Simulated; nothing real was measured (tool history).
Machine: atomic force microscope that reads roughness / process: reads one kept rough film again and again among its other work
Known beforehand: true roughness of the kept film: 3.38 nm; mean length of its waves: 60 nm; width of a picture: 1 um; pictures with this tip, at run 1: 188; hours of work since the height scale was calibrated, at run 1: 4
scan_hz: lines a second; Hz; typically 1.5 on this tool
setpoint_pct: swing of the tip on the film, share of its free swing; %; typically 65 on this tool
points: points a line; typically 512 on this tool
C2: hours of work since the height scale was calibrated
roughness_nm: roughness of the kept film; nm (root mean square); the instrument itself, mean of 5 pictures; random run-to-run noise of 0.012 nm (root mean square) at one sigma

run 1 hour=0 | scan_hz=1.5 setpoint_pct=65 points=512 | pictures_with_this_tip=188 C2=4 | roughness_nm=3.12
run 2 hour=9.2 | scan_hz=1.5 setpoint_pct=65 points=512 | pictures_with_this_tip=203 C2=8 | roughness_nm=3.134
-- hour=14.1 new tip fitted
run 3 hour=18.5 | scan_hz=1.5 setpoint_pct=65 points=512 | pictures_with_this_tip=7 C2=12 | roughness_nm=3.129
run 4 hour=27.4 | scan_hz=1.5 setpoint_pct=65 points=512 | pictures_with_this_tip=21 C2=16 | roughness_nm=3.131
run 5 hour=32.3 | scan_hz=1.5 setpoint_pct=67 points=512 | pictures_with_this_tip=29 C2=19 | roughness_nm=3.126
run 6 hour=43.9 | scan_hz=1.5 setpoint_pct=67 points=512 | pictures_with_this_tip=48 C2=24 | roughness_nm=3.11
run 7 hour=53.6 | scan_hz=1.5 setpoint_pct=65 points=512 | pictures_with_this_tip=63 C2=29 | roughness_nm=3.142
run 8 hour=63.9 | scan_hz=1.76 setpoint_pct=65 points=512 | pictures_with_this_tip=80 C2=34 | roughness_nm=3.112
run 9 hour=74.5 | scan_hz=1.76 setpoint_pct=65 points=512 | pictures_with_this_tip=97 C2=39 | roughness_nm=3.106
run 10 hour=81.9 | scan_hz=1.76 setpoint_pct=65 points=512 | pictures_with_this_tip=109 C2=43 | roughness_nm=3.1
run 11 hour=89.2 | scan_hz=1.5 setpoint_pct=65 points=498 | pictures_with_this_tip=120 C2=46 | roughness_nm=3.131
run 12 hour=97 | scan_hz=1.5 setpoint_pct=65 points=498 | pictures_with_this_tip=133 C2=50 | roughness_nm=3.154
run 13 hour=102.7 | scan_hz=1.91 setpoint_pct=65 points=512 | pictures_with_this_tip=142 C2=53 | roughness_nm=3.076
run 14 hour=113.3 | scan_hz=1.5 setpoint_pct=65 points=512 | pictures_with_this_tip=159 C2=58 | roughness_nm=3.153
run 15 hour=124.2 | scan_hz=1.5 setpoint_pct=65 points=512 | pictures_with_this_tip=176 C2=63 | roughness_nm=3.141
run 16 hour=130.4 | scan_hz=1.5 setpoint_pct=65 points=512 | pictures_with_this_tip=186 C2=66 | roughness_nm=3.124
run 17 hour=138 | scan_hz=1.5 setpoint_pct=65 points=512 | pictures_with_this_tip=199 C2=69 | roughness_nm=3.143
run 18 hour=143.9 | scan_hz=1.5 setpoint_pct=65 points=292 | pictures_with_this_tip=208 C2=72 | roughness_nm=3.141
-- hour=146.1 new tip fitted
run 19 hour=153.3 | scan_hz=1.5 setpoint_pct=65 points=292 | pictures_with_this_tip=11 C2=77 | roughness_nm=3.141
run 20 hour=160.4 | scan_hz=1.5 setpoint_pct=65 points=292 | pictures_with_this_tip=23 C2=80 | roughness_nm=3.135
run 21 hour=170.6 | scan_hz=0.99 setpoint_pct=65 points=512 | pictures_with_this_tip=39 C2=85 | roughness_nm=3.206
run 22 hour=176.9 | scan_hz=0.99 setpoint_pct=65 points=512 | pictures_with_this_tip=49 C2=88 | roughness_nm=3.187
run 23 hour=182.1 | scan_hz=1.41 setpoint_pct=65 points=512 | pictures_with_this_tip=58 C2=90 | roughness_nm=3.141
run 24 hour=188.7 | scan_hz=1.41 setpoint_pct=65 points=512 | pictures_with_this_tip=68 C2=94 | roughness_nm=3.141
run 25 hour=198.5 | scan_hz=1.41 setpoint_pct=65 points=512 | pictures_with_this_tip=84 C2=98 | roughness_nm=3.126
run 26 hour=206.3 | scan_hz=1.41 setpoint_pct=65 points=512 | pictures_with_this_tip=96 C2=102 | roughness_nm=3.159
run 27 hour=214.2 | scan_hz=1.5 setpoint_pct=65 points=512 | pictures_with_this_tip=109 C2=106 | roughness_nm=3.163
run 28 hour=220.6 | scan_hz=0.81 setpoint_pct=67 points=512 | pictures_with_this_tip=119 C2=109 | roughness_nm=3.189
run 29 hour=228.7 | scan_hz=0.81 setpoint_pct=67 points=512 | pictures_with_this_tip=132 C2=113 | roughness_nm=3.192
run 30 hour=240 | scan_hz=2.66 setpoint_pct=68 points=260 | pictures_with_this_tip=150 C2=118 | roughness_nm=2.975
run 31 hour=251 | scan_hz=2.66 setpoint_pct=68 points=260 | pictures_with_this_tip=168 C2=123 | roughness_nm=2.968
run 32 hour=261.2 | scan_hz=2.14 setpoint_pct=59 points=260 | pictures_with_this_tip=185 C2=128 | roughness_nm=3.147

Estimate the outcome of run 33 from the log above:
run 33 hour=269.4 | scan_hz=2.14 setpoint_pct=59 points=260 | pictures_with_this_tip=198 C2=132 | roughness_nm=?

Run 33 came out at roughness_nm 3.145 nm (root mean square).
Were there no unlogged condition in the tool, this run, its random variation unchanged, would have produced roughness_nm 3.156 nm (root mean square).
